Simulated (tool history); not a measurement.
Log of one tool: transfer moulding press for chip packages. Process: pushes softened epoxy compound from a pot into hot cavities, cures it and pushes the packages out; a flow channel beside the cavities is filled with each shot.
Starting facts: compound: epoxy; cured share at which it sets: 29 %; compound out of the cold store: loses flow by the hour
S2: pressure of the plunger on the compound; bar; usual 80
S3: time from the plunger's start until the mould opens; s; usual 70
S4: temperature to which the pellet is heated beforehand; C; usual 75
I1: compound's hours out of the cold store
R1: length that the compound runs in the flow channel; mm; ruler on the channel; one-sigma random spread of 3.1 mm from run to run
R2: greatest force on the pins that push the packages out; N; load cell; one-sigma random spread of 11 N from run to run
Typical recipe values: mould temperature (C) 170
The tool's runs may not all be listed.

Run 1, hour 0: usual settings; I1 34.9. Result: R1 523 mm, R2 641 N.
At hour 17.1: plunger's sealing rings changed.
Run 2, hour 33.2: usual settings; I1 10.5. Result: R1 581 mm, R2 860 N.
Run 3, hour 50.6: usual settings; I1 18.7. Result: R1 566 mm, R2 929 N.
At hour 55.6: cavities cleaned with cleaning compound and waxed.
Run 4, hour 75.4: usual settings but S2 71.9 bar; I1 24.8. Result: R1 529 mm, R2 665 N.
Run 5, hour 94.8: usual settings but S2 71.9 bar, S3 106 s; I1 41.8. Result: R1 502 mm, R2 540 N.
At hour 120.9: cavities cleaned with cleaning compound and waxed.
Run 6, hour 134.5: usual settings but S2 71.9 bar, S3 75 s; I1 34.2. Result: R1 509 mm, R2 554 N.
Run 7, hour 167.3: usual settings but S2 71.9 bar, S3 75 s; I1 39.6. Result: R1 498 mm, R2 729 N.
At hour 185.9: cavities cleaned with cleaning compound and waxed.
Run 8, hour 192.9: usual settings but S2 71.9 bar, S3 75 s; I1 28.9. Result: R1 509 mm, R2 532 N.
Run 9, hour 209: usual settings but S2 71.9 bar, S3 75 s; I1 28.1. Result: R1 513 mm, R2 649 N.
Run 10, hour 225.2: usual settings but S2 71.9 bar, S3 75 s; I1 24.3. Result: R1 513 mm, R2 722 N.
At hour 250.9: cavities cleaned with cleaning compound and waxed.
Run 11, hour 252.4: usual settings but S2 71.9 bar, S3 75 s; I1 22. Result: R1 510 mm, R2 489 N.
At hour 271.6: plunger's sealing rings changed.
Run 12, hour 283: usual settings but S2 71.9 bar, S3 75 s; I1 15.1. Result: R1 546 mm, R2 681 N.
Run 13, hour 313.2: usual settings but S2 75.7 bar; I1 18.4. Result: R1 551 mm, R2 948 N.
At hour 318.2: cavities cleaned with cleaning compound and waxed.
Run 14, hour 342.4: usual settings but S2 75.7 bar; I1 9.8. Result: R1 562 mm, R2 798 N.
Run 15, hour 367.7: usual settings but mould temperature (C) 166, S2 75.7 bar, S4 81 C; I1 45.7. Result: R1 519 mm, R2 1069 N.
At hour 382.4: cavities cleaned with cleaning compound and waxed.
Run 16, hour 398: usual settings but mould temperature (C) 175, S2 72.6 bar, S4 65 C; I1 39.5. Result: R1 493 mm, R2 532 N.
Run 17, hour 432.2: usual settings but mould temperature (C) 175, S2 72.6 bar, S4 65 C; I1 37.1. Result: R1 498 mm, R2 679 N.
At hour 447.5: cavities cleaned with cleaning compound and waxed.
Run 18, hour 455.6: usual settings but S2 94.9 bar, S4 77 C; I1 9.3. Result: R1 615 mm, R2 646 N.
At hour 459.9: mould's thermocouples calibrated.
Run 19, hour 484: usual settings but S2 94.9 bar, S4 77 C; I1 33.1. Result: R1 583 mm, R2 829 N.
Run 20, hour 511.3: usual settings but S2 94.9 bar, S4 77 C; I1 11.3. Result: R1 608 mm, R2 971 N.
At hour 515: cavities cleaned with cleaning compound and waxed.
At hour 518.7: mould's thermocouples calibrated, once more.
At hour 530.4: plunger's sealing rings changed.
Run 21, hour 553.7: usual settings but mould temperature (C) 172, S2 76.4 bar, S3 84 s, S4 74 C; I1 10.1. Result: R1 560 mm, R2 579 N.
Run 22, hour 580.3: usual settings but S2 64 bar, S3 105 s; I1 32.7. Result: R1 484 mm, R2 628 N.

The next listed run, before its measurement:
At hour 585: cavities cleaned with cleaning compound and waxed.
Run 23, hour 617.8: usual settings but mould temperature (C) 178, S2 69.8 bar, S3 68 s; I1 47.9. Result: R1 ?, R2 ?.

R1: 473 mm
R2: 552 N
Had the tool carried no hidden state, the very same run would have given R1 481 mm, R2 371 N.
